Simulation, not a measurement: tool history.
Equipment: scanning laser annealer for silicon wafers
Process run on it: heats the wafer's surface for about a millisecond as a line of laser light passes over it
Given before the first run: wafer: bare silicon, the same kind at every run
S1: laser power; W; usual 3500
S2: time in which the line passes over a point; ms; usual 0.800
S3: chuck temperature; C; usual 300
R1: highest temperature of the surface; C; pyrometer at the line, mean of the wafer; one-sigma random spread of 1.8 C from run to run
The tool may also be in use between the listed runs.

run   hour    S1     S2   S3    R1
  1    0.0  3500  0.800  300  1007
  2   27.4  3500  0.800  300  1009
  3   50.6  3500  0.800  300  1007
  4  101.1  3500  0.800  300  1009
  5  148.6  3500  0.800  300  1004
  6  190.2  3559  0.800  300  1018
     197.6  -- optics aligned, line set to its width
  7  220.7  3559  0.800  300  1012
  8  275.5  3500  0.800  300   998
  9  322.5  3500  0.800  300   998
     337.0  -- optics aligned, line set to its width, once more
 10  362.8  3500  0.800  300  1011
 11  417.3  3500  0.800  303  1014
 12  471.7  3500  0.800  303  1014
 13  527.3  3564  0.724  271   961
 14  580.5  3531  0.800  300  1014
 15  637.7  3531  0.800  289  1005
 16  684.2  3531  0.800  289  1003
 17  716.4  3551  0.628  284   930
 18  757.7  3551  0.628  284   930
     794.4  -- window over the wafer cleaned
 19  795.0  3783  0.693  327  1074
 20  834.7  3110  0.634  322   900
 21  869.5  3180  0.604  322   900

What if the next run were any one of these 3? Each begins from the tool's condition after run 21:
  A  894.2  3701  0.800  281   ?
  B  894.2  3561  0.950  308   ?
  C  894.2  3016  0.647  300   ?

run    R1
  A  1054
  B  1107
  C   862
With the hidden condition removed and each run's random variation left untouched, the same runs would have given:
run    R1
  A  1051
  B  1104
  C   860

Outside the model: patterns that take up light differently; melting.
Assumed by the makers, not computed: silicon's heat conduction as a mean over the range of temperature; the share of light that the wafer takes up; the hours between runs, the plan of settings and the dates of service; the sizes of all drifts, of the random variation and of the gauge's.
